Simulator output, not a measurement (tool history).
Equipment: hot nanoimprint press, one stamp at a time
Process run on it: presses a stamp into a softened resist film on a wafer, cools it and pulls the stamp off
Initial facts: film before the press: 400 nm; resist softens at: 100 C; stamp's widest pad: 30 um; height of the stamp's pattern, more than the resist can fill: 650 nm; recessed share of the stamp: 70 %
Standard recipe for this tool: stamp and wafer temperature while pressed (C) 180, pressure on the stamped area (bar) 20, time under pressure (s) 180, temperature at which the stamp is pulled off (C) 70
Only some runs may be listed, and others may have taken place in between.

run	day	stamp and wafer temperature while pressed (C)	pressure on the stamped area (bar)	time under pressure (s)	temperature at which the stamp is pulled off (C)	resist left under the stamp's widest pad (Å)	greatest force while the stamp is pulled off (N)
1	0	180	20	180	70	2125	177
2	0.638	180	20	180	70	2139	185
3	1.108	180	20	180	70	2142	181
4	1.638	180	20	180	70	2144	181
5	2.075	180	20	180	70	2145	187
6	2.592	180	20	180	70	2131	187
7	3.288	180	20	180	77	2145	169
8	3.683	180	20	180	77	2155	172
9	4.104	180	20	180	77	2149	168
10	4.608	170	20	180	77	2720	171
11	5.238	180	14.4	180	70	2523	189
12	5.992	180	14.4	180	70	2533	184
13	6.721	184	18.8	352	69	1637	189
14	7.175	192	18.8	110	69	2005	186
15	7.779	192	18.8	110	69	2012	183
16	8.342	180	22.4	195	68	1999	193
17	8.767	180	22.4	195	68	1997	184
18	9.221	180	22.4	195	68	1991	183
19	9.825	180	22.4	195	68	1995	185

For run 20, what comes out?
20	10.246	180	22.4	195	68	?	?

Run 20 came out at resist left under the stamp's widest pad (Å) 2000, greatest force while the stamp is pulled off (N) 191.
Minus the tool's unlogged condition, the same run would have read resist left under the stamp's widest pad (Å) 1954, greatest force while the stamp is pulled off (N) 190.

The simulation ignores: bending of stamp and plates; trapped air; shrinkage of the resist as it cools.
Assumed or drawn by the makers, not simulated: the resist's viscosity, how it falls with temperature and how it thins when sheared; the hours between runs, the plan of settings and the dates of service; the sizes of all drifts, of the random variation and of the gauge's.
